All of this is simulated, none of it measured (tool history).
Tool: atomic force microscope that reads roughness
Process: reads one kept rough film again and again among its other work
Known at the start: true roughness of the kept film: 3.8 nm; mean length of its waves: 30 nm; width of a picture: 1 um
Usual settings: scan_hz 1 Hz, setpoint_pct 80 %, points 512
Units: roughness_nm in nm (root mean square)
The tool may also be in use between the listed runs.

run 1 hour=0 | scan_hz=1 setpoint_pct=80 points=512 | roughness_nm=3.289
run 2 hour=69 | scan_hz=1 setpoint_pct=80 points=512 | roughness_nm=3.166
run 3 hour=119.5 | scan_hz=1 setpoint_pct=80 points=512 | roughness_nm=3.097
run 4 hour=192.9 | scan_hz=1 setpoint_pct=80 points=512 | roughness_nm=3.017
run 5 hour=240 | scan_hz=1 setpoint_pct=80 points=511 | roughness_nm=2.926
run 6 hour=297.6 | scan_hz=1 setpoint_pct=80 points=511 | roughness_nm=2.859
-- hour=319.8 new tip fitted
run 7 hour=371.1 | scan_hz=1 setpoint_pct=80 points=511 | roughness_nm=3.289
run 8 hour=411.8 | scan_hz=1 setpoint_pct=80 points=511 | roughness_nm=3.233
run 9 hour=448.4 | scan_hz=1 setpoint_pct=80 points=511 | roughness_nm=3.191
run 10 hour=517.7 | scan_hz=1 setpoint_pct=80 points=511 | roughness_nm=3.097
run 11 hour=594.2 | scan_hz=1 setpoint_pct=80 points=406 | roughness_nm=2.97
run 12 hour=629.4 | scan_hz=1 setpoint_pct=80 points=512 | roughness_nm=2.942
-- hour=671.6 new tip fitted
run 13 hour=690.7 | scan_hz=1 setpoint_pct=80 points=512 | roughness_nm=3.339
run 14 hour=731.4 | scan_hz=1 setpoint_pct=80 points=276 | roughness_nm=3.213
run 15 hour=787.2 | scan_hz=1 setpoint_pct=80 points=587 | roughness_nm=3.204
run 16 hour=860.9 | scan_hz=1 setpoint_pct=80 points=587 | roughness_nm=3.084
run 17 hour=934.1 | scan_hz=1 setpoint_pct=80 points=719 | roughness_nm=2.991
run 18 hour=1015.9 | scan_hz=1 setpoint_pct=80 points=719 | roughness_nm=2.88
-- hour=1020.5 new tip fitted
run 19 hour=1090.6 | scan_hz=1 setpoint_pct=80 points=719 | roughness_nm=3.273
run 20 hour=1125.3 | scan_hz=1 setpoint_pct=80 points=719 | roughness_nm=3.218
run 21 hour=1171.6 | scan_hz=1 setpoint_pct=80 points=512 | roughness_nm=3.15
run 22 hour=1210.4 | scan_hz=1 setpoint_pct=80 points=512 | roughness_nm=3.119
run 23 hour=1278.9 | scan_hz=3.02 setpoint_pct=80 points=534 | roughness_nm=2.79
-- hour=1285.3 height scale calibrated on a step standard
run 24 hour=1363.1 | scan_hz=1.62 setpoint_pct=66 points=534 | roughness_nm=2.915
-- hour=1375.1 new tip fitted
run 25 hour=1410.2 | scan_hz=3.55 setpoint_pct=56 points=283 | roughness_nm=3.316
run 26 hour=1488 | scan_hz=0.66 setpoint_pct=66 points=313 | roughness_nm=3.237
run 27 hour=1567.8 | scan_hz=0.66 setpoint_pct=66 points=313 | roughness_nm=3.15
run 28 hour=1636.2 | scan_hz=0.66 setpoint_pct=86 points=512 | roughness_nm=2.983
run 29 hour=1676.7 | scan_hz=2.14 setpoint_pct=59 points=512 | roughness_nm=2.961
-- hour=1727.3 new tip fitted
run 30 hour=1737.2 | scan_hz=0.5 setpoint_pct=80 points=384 | roughness_nm=3.442
-- hour=1746.6 height scale calibrated on a step standard, once more
run 31 hour=1791.4 | scan_hz=0.5 setpoint_pct=82 points=554 | roughness_nm=3.319
run 32 hour=1871.1 | scan_hz=0.5 setpoint_pct=74 points=368 | roughness_nm=3.218
run 33 hour=1916.2 | scan_hz=0.71 setpoint_pct=74 points=394 | roughness_nm=3.128
run 34 hour=1989.4 | scan_hz=1.64 setpoint_pct=80 points=512 | roughness_nm=2.903
run 35 hour=2054.5 | scan_hz=2.85 setpoint_pct=80 points=336 | roughness_nm=2.678
-- hour=2077.6 new tip fitted
run 36 hour=2121.2 | scan_hz=2.85 setpoint_pct=80 points=336 | roughness_nm=3.043
run 37 hour=2155.9 | scan_hz=3.5 setpoint_pct=66 points=356 | roughness_nm=3.126
run 38 hour=2221.5 | scan_hz=3.5 setpoint_pct=66 points=356 | roughness_nm=3.063
run 39 hour=2305.6 | scan_hz=2.56 setpoint_pct=60 points=674 | roughness_nm=3.058
run 40 hour=2375 | scan_hz=2.56 setpoint_pct=60 points=974 | roughness_nm=2.969
-- hour=2427.6 new tip fitted
run 41 hour=2455.6 | scan_hz=2.56 setpoint_pct=60 points=974 | roughness_nm=3.336
run 42 hour=2497.6 | scan_hz=2.56 setpoint_pct=59 points=698 | roughness_nm=3.281

Hidden state or all else? Some run-to-run changes of roughness_nm, split into what the settings, what came in and random variation would give without the hidden state, and what is left for the hidden state (with any gauge scatter that isn't in both results):
The hidden state here: radius of the tip, nm; height scale over the true one, %; drift of the gauge itself on roughness_nm, %.
Run 6 -> 7: new tip fitted. roughness_nm +0.43 nm (root mean square): hidden state +0.434, all else -0.004.
Run 24 -> 25: scan_hz 1.62 -> 3.55, setpoint_pct 66 -> 56, points 534 -> 283, new tip fitted. roughness_nm +0.401 nm (root mean square): hidden state +0.429, all else -0.028.
Run 29 -> 30: scan_hz 2.14 -> 0.5, setpoint_pct 59 -> 80, points 512 -> 384, new tip fitted. roughness_nm +0.481 nm (root mean square): hidden state +0.455, all else +0.026.
